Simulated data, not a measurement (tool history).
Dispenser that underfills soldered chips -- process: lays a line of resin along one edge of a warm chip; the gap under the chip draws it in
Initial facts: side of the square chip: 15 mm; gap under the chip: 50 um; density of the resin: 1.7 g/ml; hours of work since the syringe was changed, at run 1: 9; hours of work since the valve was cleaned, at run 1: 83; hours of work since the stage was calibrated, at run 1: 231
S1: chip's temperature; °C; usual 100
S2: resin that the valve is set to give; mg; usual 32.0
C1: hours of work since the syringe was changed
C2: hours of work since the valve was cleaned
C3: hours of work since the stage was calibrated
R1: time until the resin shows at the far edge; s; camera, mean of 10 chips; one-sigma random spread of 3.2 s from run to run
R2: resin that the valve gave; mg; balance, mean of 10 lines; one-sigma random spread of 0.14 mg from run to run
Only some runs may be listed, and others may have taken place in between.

run	day	S1	S2	C1	C2	C3	R1	R2
1	0.000	100	32.0	9	83	231	610.3	29.77
# day 0.196: dispensing valve cleaned and set on the balance
# day 0.262: new syringe of resin
2	0.542	100	32.0	5	6	239	432.5	32.08
3	0.871	100	32.0	10	11	245	677.9	31.49
# day 0.983: new syringe of resin
4	1.346	100	32.0	6	19	253	491.7	31.37
# day 1.712: new syringe of resin
5	1.862	100	32.0	3	28	262	373.7	31.21
6	2.175	100	32.0	8	33	267	563.4	30.91
# day 2.446: new syringe of resin
7	2.588	103	32.0	2	40	274	333.6	30.70
8	3.033	103	32.0	10	48	281	600.0	30.48
# day 3.179: new syringe of resin
9	3.362	114	32.0	3	53	287	254.2	30.40
10	3.771	114	32.0	10	60	294	446.5	30.44
# day 3.912: new syringe of resin
11	4.104	100	32.0	3	66	299	391.7	30.18
# day 4.629: new syringe of resin
12	4.675	100	32.0	1	75	309	319.0	29.60
13	4.967	100	32.0	6	80	314	484.2	29.79
# day 5.338: new syringe of resin
# day 5.379: dispensing valve cleaned and set on the balance
14	5.542	100	32.0	3	3	323	377.4	31.95
15	5.912	100	32.0	9	9	329	610.4	31.88
# day 6.092: new syringe of resin
16	6.433	100	27.6	6	18	338	491.8	27.22
17	6.738	100	27.6	11	23	343	749.4	27.15
# day 6.808: new syringe of resin
18	7.279	100	27.6	8	32	352	569.9	26.81
# day 7.538: new syringe of resin
19	7.754	104	38.5	4	40	360	338.4	36.96
# day 8.254: new syringe of resin
20	8.346	104	38.5	2	50	370	287.7	36.88
21	8.900	104	38.5	11	59	379	596.4	36.40
# day 8.967: new syringe of resin
22	9.479	104	38.5	9	69	389	524.2	36.16
# day 9.704: new syringe of resin
23	9.842	110	32.0	2	75	395	266.0	29.64
24	10.371	110	32.0	11	84	404	544.7	29.66
# day 10.433: new syringe of resin
# day 10.546: dispensing valve cleaned and set on the balance
25	10.746	104	34.9	5	3	410	367.8	34.67
26	11.142	94	37.0	11	10	416	863.3	36.54
# day 11.208: new syringe of resin
27	11.471	98	28.2	5	16	422	450.7	27.58
28	11.892	92	39.2	12	23	429	925.8	38.33
# day 11.942: new syringe of resin
29	12.471	97	36.4	9	32	439	639.4	35.25
# day 12.671: new syringe of resin
30	12.871	111	38.2	3	39	445	268.5	36.79
31	13.358	114	31.4	12	47	454	475.8	29.90
# day 13.421: new syringe of resin
32	13.804	114	31.4	7	55	461	325.0	29.76
# day 14.054: stage's temperature calibrated
# day 14.183: new syringe of resin
33	14.358	114	31.4	3	63	5	263.7	29.85
34	14.742	99	39.4	10	70	12	679.2	36.56
# day 14.908: new syringe of resin
35	15.238	107	29.8	6	78	20	413.5	27.77

The logged runs with the hidden state left out (each run's random variation unchanged):
The hidden state here: resin's viscosity, % of fresh resin's; dose that the valve gives, % of what is set; true chip temperature over the reading, C; drift of the gauge itself on fill_s, %; drift of the gauge itself on given_mg, %.
run	R1	R2
1	315.8	32.03
2	312.4	32.20
3	313.3	31.79
4	316.0	31.89
5	315.2	31.99
6	311.2	31.84
7	292.4	31.82
8	287.6	31.84
9	206.5	31.90
10	208.9	32.15
11	315.6	32.04
12	315.3	31.74
13	321.9	32.09
14	319.2	31.96
15	313.2	32.07
16	321.5	27.62
17	325.7	27.69
18	321.4	27.58
19	269.4	38.33
20	276.9	38.62
21	270.5	38.47
22	277.5	38.57
23	235.1	31.81
24	235.3	32.10
25	277.0	34.81
26	382.6	36.93
27	343.0	28.02
28	400.8	39.21
29	339.5	36.40
30	223.7	38.24
31	204.0	31.31
32	209.1	31.39
33	207.4	31.71
34	320.4	39.10
35	256.8	29.93

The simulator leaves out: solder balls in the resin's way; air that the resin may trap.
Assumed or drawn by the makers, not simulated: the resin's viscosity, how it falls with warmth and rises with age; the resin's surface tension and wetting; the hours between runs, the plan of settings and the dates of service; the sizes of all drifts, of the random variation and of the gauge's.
